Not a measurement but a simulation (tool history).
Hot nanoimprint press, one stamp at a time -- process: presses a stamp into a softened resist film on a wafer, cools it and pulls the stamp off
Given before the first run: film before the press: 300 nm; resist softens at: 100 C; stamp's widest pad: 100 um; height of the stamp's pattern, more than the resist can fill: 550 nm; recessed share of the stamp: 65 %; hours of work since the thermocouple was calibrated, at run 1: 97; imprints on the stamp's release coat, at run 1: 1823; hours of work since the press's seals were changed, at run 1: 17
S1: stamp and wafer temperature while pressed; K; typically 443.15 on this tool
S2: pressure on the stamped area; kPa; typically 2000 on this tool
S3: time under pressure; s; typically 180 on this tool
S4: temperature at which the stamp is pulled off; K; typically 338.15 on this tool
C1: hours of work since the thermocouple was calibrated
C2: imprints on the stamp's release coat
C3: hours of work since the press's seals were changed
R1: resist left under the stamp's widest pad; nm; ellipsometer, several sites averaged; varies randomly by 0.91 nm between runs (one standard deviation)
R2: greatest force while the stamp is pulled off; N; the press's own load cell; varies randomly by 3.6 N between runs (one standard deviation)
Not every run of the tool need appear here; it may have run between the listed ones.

Run 1, hour 0.0: usual settings; C1 97; C2 1823; C3 17. Result: R1 174.7 nm, R2 182 N.
Run 2, hour 21.3: usual settings; C1 109; C2 1870; C3 30. Result: R1 175.3 nm, R2 179 N.
Run 3, hour 52.4: usual settings but S2 1940 kPa; C1 128; C2 1940; C3 48. Result: R1 178.0 nm, R2 171 N.
Run 4, hour 76.1: usual settings but S2 1940 kPa; C1 142; C2 1992; C3 62. Result: R1 178.2 nm, R2 177 N.
Run 5, hour 91.1: usual settings but S2 1940 kPa, S3 200 s; C1 151; C2 2026; C3 71. Result: R1 172.7 nm, R2 175 N.
Run 6, hour 121.3: usual settings but S2 1940 kPa, S3 200 s; C1 169; C2 2093; C3 89. Result: R1 171.4 nm, R2 177 N.
At hour 150.0: stamp cleaned and given a new release coat.
Run 7, hour 156.3: usual settings but S2 1940 kPa, S3 200 s; C1 186; C2 14; C3 106. Result: R1 170.2 nm, R2 172 N.
Run 8, hour 174.1: usual settings but S2 1940 kPa, S3 200 s; C1 196; C2 54; C3 116. Result: R1 169.6 nm, R2 178 N.
Run 9, hour 194.7: usual settings but S2 1940 kPa, S3 200 s; C1 208; C2 99; C3 129. Result: R1 171.0 nm, R2 170 N.
Run 10, hour 224.9: usual settings but S2 1940 kPa, S3 200 s; C1 226; C2 167; C3 146. Result: R1 173.3 nm, R2 172 N.
Run 11, hour 247.8: usual settings but S2 1940 kPa, S3 200 s; C1 240; C2 218; C3 160. Result: R1 170.2 nm, R2 178 N.
Run 12, hour 279.9: usual settings but S1 436.15 K; C1 259; C2 289; C3 179. Result: R1 210.0 nm, R2 169 N.
Run 13, hour 306.0: usual settings but S1 436.15 K; C1 274; C2 348; C3 194. Result: R1 209.8 nm, R2 177 N.
Run 14, hour 335.5: usual settings but S1 436.15 K; C1 292; C2 413; C3 212. Result: R1 211.3 nm, R2 173 N.
Run 15, hour 361.2: usual settings but S1 436.15 K; C1 307; C2 471; C3 227. Result: R1 208.6 nm, R2 169 N.
Run 16, hour 384.5: usual settings but S1 436.15 K; C1 321; C2 522; C3 241. Result: R1 210.4 nm, R2 178 N.
Run 17, hour 398.1: usual settings but S1 436.15 K; C1 329; C2 553; C3 249. Result: R1 208.5 nm, R2 177 N.
Run 18, hour 426.6: usual settings but S1 436.15 K; C1 346; C2 617; C3 266. Result: R1 209.6 nm, R2 169 N.
Run 19, hour 443.8: usual settings but S2 1300 kPa; C1 356; C2 655; C3 276. Result: R1 203.3 nm, R2 173 N.
Run 20, hour 462.3: usual settings but S1 445.15 K, S2 2330 kPa, S4 334.15 K; C1 367; C2 696; C3 287. Result: R1 155.6 nm, R2 186 N.
Run 21, hour 481.7: usual settings but S1 445.15 K, S2 2330 kPa, S4 334.15 K; C1 378; C2 739; C3 298. Result: R1 155.1 nm, R2 188 N.
Run 22, hour 497.1: usual settings but S2 1340 kPa, S3 231 s; C1 387; C2 774; C3 308. Result: R1 187.2 nm, R2 173 N.
Run 23, hour 523.6: usual settings but S2 1340 kPa, S3 231 s; C1 403; C2 833; C3 323. Result: R1 190.7 nm, R2 177 N.
Run 24, hour 546.5: usual settings but S1 432.15 K, S2 1310 kPa, S3 104 s, S4 341.15 K; C1 417; C2 884; C3 337. Result: R1 269.0 nm, R2 168 N.
Run 25, hour 565.4: usual settings but S1 432.15 K, S2 1310 kPa, S3 104 s, S4 341.15 K; C1 428; C2 926; C3 348. Result: R1 269.0 nm, R2 171 N.
Run 26, hour 579.1: usual settings but S1 432.15 K, S2 1310 kPa, S3 104 s, S4 341.15 K; C1 436; C2 956; C3 356. Result: R1 268.5 nm, R2 170 N.
Run 27, hour 602.4: usual settings but S1 437.15 K, S2 1280 kPa; C1 450; C2 1008; C3 370. Result: R1 233.6 nm, R2 177 N.
Run 28, hour 626.0: usual settings but S1 450.15 K, S2 1310 kPa, S3 236 s, S4 327.15 K; C1 464; C2 1061; C3 384. Result: R1 157.7 nm, R2 190 N.
Run 29, hour 645.8: usual settings but S2 1700 kPa, S3 349 s; C1 475; C2 1105; C3 395. Result: R1 150.5 nm, R2 170 N.
At hour 657.6: plate thermocouple calibrated.
Run 30, hour 677.3: usual settings but S2 1700 kPa, S3 130 s, S4 328.15 K; C1 12; C2 1169; C3 412. Result: R1 205.5 nm, R2 189 N.

Across each entry between runs, compare the hidden state at the last listed run before it with the hidden state at the first listed run after it:
In the gap between runs 6 and 7: stamp cleaned and given a new release coat (hour 150.0)
  grip of the stamp's worn release coat, % over a new coat's: 1.7 -> 0
In the gap between runs 29 and 30: plate thermocouple calibrated (hour 657.6)
  true temperature over the reading, C: 0.03 -> 0

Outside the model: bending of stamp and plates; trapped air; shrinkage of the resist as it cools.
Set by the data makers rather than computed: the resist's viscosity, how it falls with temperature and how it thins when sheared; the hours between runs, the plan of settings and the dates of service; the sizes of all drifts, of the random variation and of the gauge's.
